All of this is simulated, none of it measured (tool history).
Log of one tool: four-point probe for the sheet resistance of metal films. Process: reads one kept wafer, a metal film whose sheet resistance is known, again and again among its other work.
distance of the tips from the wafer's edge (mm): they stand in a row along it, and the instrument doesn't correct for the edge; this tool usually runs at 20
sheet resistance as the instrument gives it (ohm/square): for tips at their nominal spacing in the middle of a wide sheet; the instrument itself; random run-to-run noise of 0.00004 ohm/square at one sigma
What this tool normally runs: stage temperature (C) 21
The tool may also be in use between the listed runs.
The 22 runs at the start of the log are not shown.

run     day  stage temperature (C)  distance of the tips from the wafer's edge (mm)  sheet resistance as the instrument gives it (ohm/square)
 23  21.208                     35                                               20                                                  0.197298
 24  22.317                     35                                               10                                                  0.197643
     22.438  -- stage's thermometer calibrated
 25  23.488                     33                                                3                                                  0.201864
 26  24.662                     24                                               20                                                  0.197445
 27  25.458                     24                                               20                                                  0.197486
 28  26.875                     30                                               22                                                  0.197391
 29   27.65                     26                                               73                                                    0.1974
     27.746  -- stage's thermometer calibrated, once more
 30  28.467                     26                                               73                                                  0.197489
 31  29.083                     26                                               73                                                  0.197527
 32  29.812                     24                                                4                                                  0.200146
 33  31.154                     23                                               40                                                  0.197618
 34  31.912                     22                                               62                                                  0.197624
 35  33.133                     19                                               11                                                  0.198006
 36  34.488                     19                                               11                                                  0.198007
 37  35.633                     19                                               11                                                  0.198045

Below are 3 alternative next runs, each starting from the tool's condition after run 37. Predict each:
  A  36.692                     25                                               24                                                         ?
  B  36.692                     24                                               11                                                         ?
  C  36.692                     32                                               11                                                         ?

run  sheet resistance as the instrument gives it (ohm/square)
  A                                                  0.197793
  B                                                  0.197992
  C                                                  0.197873
What these runs would have given with no unlogged condition in the tool:
run  sheet resistance as the instrument gives it (ohm/square)
  A                                                  0.197927
  B                                                  0.198126
  C                                                  0.198008
